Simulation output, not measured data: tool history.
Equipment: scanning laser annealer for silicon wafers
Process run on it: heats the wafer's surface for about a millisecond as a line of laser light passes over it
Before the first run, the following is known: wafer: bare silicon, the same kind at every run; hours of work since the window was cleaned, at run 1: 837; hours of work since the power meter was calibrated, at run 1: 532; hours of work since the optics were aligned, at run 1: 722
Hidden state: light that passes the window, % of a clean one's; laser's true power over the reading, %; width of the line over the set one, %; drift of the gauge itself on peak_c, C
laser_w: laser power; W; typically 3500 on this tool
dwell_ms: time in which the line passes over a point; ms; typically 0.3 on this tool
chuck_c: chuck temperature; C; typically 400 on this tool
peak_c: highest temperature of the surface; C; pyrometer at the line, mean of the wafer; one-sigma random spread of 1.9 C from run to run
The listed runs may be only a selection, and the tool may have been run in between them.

run	hour	laser_w	dwell_ms	chuck_c	hours of work since the window was cleaned	hours of work since the power meter was calibrated	hours of work since the optics were aligned	peak_c
1	0	3500	0.3	400	837	532	722	1112
2	18.2	3500	0.3	400	845	539	729	1115
3	33	3500	0.3	400	851	545	735	1108
4	49	3500	0.3	400	857	552	742	1114
5	70.6	3500	0.3	393	866	560	751	1103
6	98.9	3500	0.3	393	878	572	762	1103
7	133.9	3500	0.3	393	892	586	777	1105
8	149	3647	0.3	400	898	592	783	1148
9	172.3	3500	0.251	400	908	602	792	1054
# hour 185.9: window over the wafer cleaned
10	194.4	3500	0.251	400	3	610	801	1085
11	213.9	3500	0.251	400	11	618	809	1084
# hour 218.3: laser's power meter calibrated
12	251.5	3500	0.251	400	26	14	823	1083
13	276.5	3500	0.3	400	36	24	833	1144
14	301.9	3500	0.244	400	46	34	843	1071
# hour 315.5: laser's power meter calibrated, once more
15	332.3	3500	0.244	400	57	7	855	1074
16	361.1	3500	0.244	400	69	19	866	1073
17	390.9	3500	0.244	400	81	31	878	1071
18	421.8	3500	0.244	400	94	43	891	1073
19	447.7	3500	0.3	391	105	54	902	1137
20	474.6	3500	0.3	391	116	65	913	1137
21	504.6	3130	0.273	431	128	77	925	1048
22	526.8	3130	0.273	431	137	86	934	1049
23	559.3	3130	0.273	431	150	100	947	1046
24	585.7	3386	0.258	386	161	110	958	1046
25	611.7	3386	0.258	386	172	121	969	1046
26	630.8	3386	0.218	392	179	129	977	1002
27	656.4	3456	0.3	404	190	139	987	1134
28	689	3456	0.3	404	203	153	1000	1131
29	721	3124	0.355	403	216	166	1013	1095
30	747.5	3809	0.373	403	227	177	1024	1314
31	769.7	3804	0.323	400	236	186	1033	1249
32	793.9	3804	0.323	400	246	195	1043	1247
33	808	3804	0.323	400	252	201	1049	1244
34	822.9	3283	0.224	392	258	207	1055	982
35	848.6	3530	0.357	430	268	218	1066	1237
36	876.3	2981	0.357	376	280	229	1077	1028
37	899.7	2981	0.357	376	289	239	1086	1031
38	928.2	3570	0.357	390	301	250	1098	1204
39	953.8	3570	0.357	390	311	261	1109	1207
40	969.4	3070	0.357	438	318	267	1115	1114

Each row is a separate what-if for the run after 40, all from the same tool condition, not one after another. Results?
A	998.7	3421	0.244	371	330	279	1127	?
B	998.7	3075	0.218	438	330	279	1127	?
C	998.7	3070	0.217	438	330	279	1127	?

run	peak_c
A	1015
B	973
C	969
Take away the tool's hidden state, keep each run's random variation, and the runs would have read:
run	peak_c
A	1034
B	989
C	985
